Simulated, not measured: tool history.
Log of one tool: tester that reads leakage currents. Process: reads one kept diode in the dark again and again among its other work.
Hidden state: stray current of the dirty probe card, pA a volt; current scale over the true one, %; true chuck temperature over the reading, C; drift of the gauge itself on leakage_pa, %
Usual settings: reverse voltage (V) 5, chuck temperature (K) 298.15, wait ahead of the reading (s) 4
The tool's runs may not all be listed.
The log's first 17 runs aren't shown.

run	hour	reverse voltage (V)	chuck temperature (K)	wait ahead of the reading (s)	hours of work since the probe card was cleaned	hours of work since the tester was calibrated	hours of work since the chuck was calibrated	current that the tester gives (pA)
18	1790.9	5	315.15	9.31	1732	920	361	608.5
19	1905.6	5	315.15	9.31	1809	998	439	605.54
20	2027.1	5.7	296.15	1.54	1892	1080	521	138.23
21	2097.8	1.12	329.15	1.43	1940	1128	569	791.86
22	2176.8	1.74	318.15	0.57	1993	1182	623	435
23	2315.2	1.59	298.15	0.68	2087	1276	716	81.66
# hour 2372.4: chuck's temperature calibrated
24	2418.1	5	324.15	0.37	2156	1344	31	1224.55
# hour 2450.3: probe card cleaned and baked
25	2491.1	2.31	332.15	0.37	28	1392	78	1451.98
26	2574.1	2.9	322.15	1.66	84	1448	135	782.79
27	2670.8	5	298.15	0.72	150	1513	200	148.55
28	2762	5	298.15	0.72	211	1575	262	148.22
29	2851.1	18.12	298.15	0.42	272	1636	323	299.5
30	2987.6	2	298.15	3.06	364	1728	415	89.98
31	3116.2	5.1	314.15	0.59	452	1816	502	555.79
32	3206.2	1.14	294.15	1.45	513	1877	563	46.57
33	3294.2	1.14	294.15	1.45	572	1936	623	46.49
34	3409.2	3.38	297.15	1.45	650	2014	701	107.4

Forecast each of these 3 alternatives for the next run:
A	3476.9	6.82	314.15	0.77	696	2060	747	?
B	3476.9	3.38	306.15	1.45	696	2060	747	?
C	3476.9	1.08	322.15	5.16	696	2060	747	?

run	current that the tester gives (pA)
A	638.77
B	231.08
C	450.92
Without the tool's hidden state the same runs would have given:
run	current that the tester gives (pA)
A	666.83
B	241.28
C	471.87
